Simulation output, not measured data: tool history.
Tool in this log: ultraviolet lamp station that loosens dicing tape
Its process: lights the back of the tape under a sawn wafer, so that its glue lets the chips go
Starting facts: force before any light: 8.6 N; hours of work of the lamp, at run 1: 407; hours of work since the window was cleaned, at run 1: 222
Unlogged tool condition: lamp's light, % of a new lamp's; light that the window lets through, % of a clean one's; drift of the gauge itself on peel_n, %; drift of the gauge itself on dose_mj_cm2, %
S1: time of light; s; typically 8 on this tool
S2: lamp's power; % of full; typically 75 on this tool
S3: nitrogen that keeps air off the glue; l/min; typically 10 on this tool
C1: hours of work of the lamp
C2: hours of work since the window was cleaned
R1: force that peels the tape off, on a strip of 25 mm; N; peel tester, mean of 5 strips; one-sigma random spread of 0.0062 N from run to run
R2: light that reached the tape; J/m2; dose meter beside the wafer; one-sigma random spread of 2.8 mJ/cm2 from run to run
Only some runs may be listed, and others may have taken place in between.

run 1 hour=0 | S1=8 S2=75 S3=10 | C1=407 C2=222 | R1=0.279 R2=3320
run 2 hour=51.7 | S1=8 S2=97 S3=10 | C1=439 C2=255 | R1=0.146 R2=4130
run 3 hour=89.2 | S1=8 S2=97 S3=10 | C1=463 C2=279 | R1=0.144 R2=4030
-- hour=102.9 window cleaned of glue's vapour
run 4 hour=150.8 | S1=8 S2=75 S3=7 | C1=501 C2=30 | R1=0.465 R2=3010
run 5 hour=175.8 | S1=8 S2=75 S3=7 | C1=517 C2=46 | R1=0.472 R2=2990
run 6 hour=233.3 | S1=8 S2=75 S3=7 | C1=553 C2=82 | R1=0.495 R2=2890
run 7 hour=285.1 | S1=8 S2=75 S3=10 | C1=586 C2=115 | R1=0.425 R2=2900
run 8 hour=332.9 | S1=5 S2=75 S3=10 | C1=616 C2=145 | R1=1.278 R2=1790
-- hour=359.1 window cleaned of glue's vapour, once more
run 9 hour=391.3 | S1=5 S2=75 S3=20 | C1=652 C2=20 | R1=0.701 R2=2070
run 10 hour=444.7 | S1=5 S2=75 S3=20 | C1=686 C2=54 | R1=0.717 R2=1980
run 11 hour=503.6 | S1=15 S2=72 S3=14 | C1=723 C2=91 | R1=0.074 R2=5620
run 12 hour=561.9 | S1=9 S2=87 S3=8 | C1=760 C2=128 | R1=0.197 R2=3960
run 13 hour=608.2 | S1=9 S2=87 S3=8 | C1=789 C2=157 | R1=0.212 R2=3890

The logged runs with the hidden state left out (each run's random variation unchanged):
run=1 R1=0.167 R2=3910
run=2 R1=0.092 R2=4970
run=3 R1=0.085 R2=4920
run=4 R1=0.241 R2=3820
run=5 R1=0.234 R2=3820
run=6 R1=0.232 R2=3790
run=7 R1=0.19 R2=3860
run=8 R1=0.664 R2=2430
run=9 R1=0.456 R2=2450
run=10 R1=0.442 R2=2400
run=11 R1=0.066 R2=6940
run=12 R1=0.105 R2=5000
run=13 R1=0.11 R2=5010

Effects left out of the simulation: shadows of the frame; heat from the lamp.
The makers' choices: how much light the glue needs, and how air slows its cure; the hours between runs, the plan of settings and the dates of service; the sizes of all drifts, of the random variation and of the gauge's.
